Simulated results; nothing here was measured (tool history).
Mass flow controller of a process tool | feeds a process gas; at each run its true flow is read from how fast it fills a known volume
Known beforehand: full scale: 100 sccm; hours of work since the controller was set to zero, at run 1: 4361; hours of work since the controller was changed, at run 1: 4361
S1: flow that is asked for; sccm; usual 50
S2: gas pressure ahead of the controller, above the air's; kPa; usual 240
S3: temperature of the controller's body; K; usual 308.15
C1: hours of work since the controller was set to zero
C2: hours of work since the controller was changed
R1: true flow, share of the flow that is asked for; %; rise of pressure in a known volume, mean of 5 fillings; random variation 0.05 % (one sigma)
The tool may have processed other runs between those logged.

run 1 hour=0 | S1=50 S2=240 S3=308.15 | C1=4361 C2=4361 | R1=98.42
run 2 hour=124.6 | S1=50 S2=240 S3=308.15 | C1=4441 C2=4441 | R1=98.43
run 3 hour=212.1 | S1=50 S2=240 S3=308.15 | C1=4498 C2=4498 | R1=98.44
run 4 hour=301.8 | S1=13 S2=240 S3=308.15 | C1=4556 C2=4556 | R1=97.74
run 5 hour=425.1 | S1=50 S2=240 S3=308.15 | C1=4636 C2=4636 | R1=98.43
run 6 hour=595.4 | S1=50 S2=142 S3=308.15 | C1=4746 C2=4746 | R1=98.04
run 7 hour=683.2 | S1=50 S2=142 S3=308.15 | C1=4802 C2=4802 | R1=98.04
run 8 hour=781.4 | S1=50 S2=142 S3=308.15 | C1=4866 C2=4866 | R1=98.1
run 9 hour=865.6 | S1=50 S2=203 S3=308.15 | C1=4920 C2=4920 | R1=98.28
run 10 hour=1030.6 | S1=50 S2=240 S3=308.15 | C1=5027 C2=5027 | R1=98.44
run 11 hour=1116.3 | S1=50 S2=240 S3=308.15 | C1=5082 C2=5082 | R1=98.46
run 12 hour=1191.7 | S1=50 S2=240 S3=308.15 | C1=5131 C2=5131 | R1=98.47
run 13 hour=1360.5 | S1=50 S2=240 S3=308.15 | C1=5240 C2=5240 | R1=98.4
run 14 hour=1484.2 | S1=50 S2=240 S3=308.15 | C1=5320 C2=5320 | R1=98.39
run 15 hour=1629.3 | S1=50 S2=240 S3=308.15 | C1=5414 C2=5414 | R1=98.48
run 16 hour=1775 | S1=50 S2=240 S3=308.15 | C1=5508 C2=5508 | R1=98.49
run 17 hour=1857.8 | S1=46 S2=149 S3=308.15 | C1=5562 C2=5562 | R1=98.09
run 18 hour=1967.6 | S1=50 S2=180 S3=298.15 | C1=5633 C2=5633 | R1=98.84
run 19 hour=2112.4 | S1=50 S2=180 S3=298.15 | C1=5726 C2=5726 | R1=98.77
run 20 hour=2219.7 | S1=50 S2=180 S3=298.15 | C1=5795 C2=5795 | R1=98.92
run 21 hour=2371.8 | S1=25 S2=240 S3=299.15 | C1=5894 C2=5894 | R1=98.4
run 22 hour=2521.2 | S1=25 S2=185 S3=299.15 | C1=5990 C2=5990 | R1=98.24

Consider 3 possible next runs. They are alternatives, not a sequence: every one starts from the tool as it was left by run 22. What does each give?
run A hour=2667.2 | S1=47 S2=214 S3=309.15 | C1=6085 C2=6085 | R1=?
run B hour=2667.2 | S1=56 S2=240 S3=306.15 | C1=6085 C2=6085 | R1=?
run C hour=2667.2 | S1=39 S2=185 S3=294.15 | C1=6085 C2=6085 | R1=?

run=A R1=98.29
run=B R1=98.72
run=C R1=98.84
Take away the tool's hidden state, keep each run's random variation, and the runs would have read:
run=A R1=98.29
run=B R1=98.72
run=C R1=98.84

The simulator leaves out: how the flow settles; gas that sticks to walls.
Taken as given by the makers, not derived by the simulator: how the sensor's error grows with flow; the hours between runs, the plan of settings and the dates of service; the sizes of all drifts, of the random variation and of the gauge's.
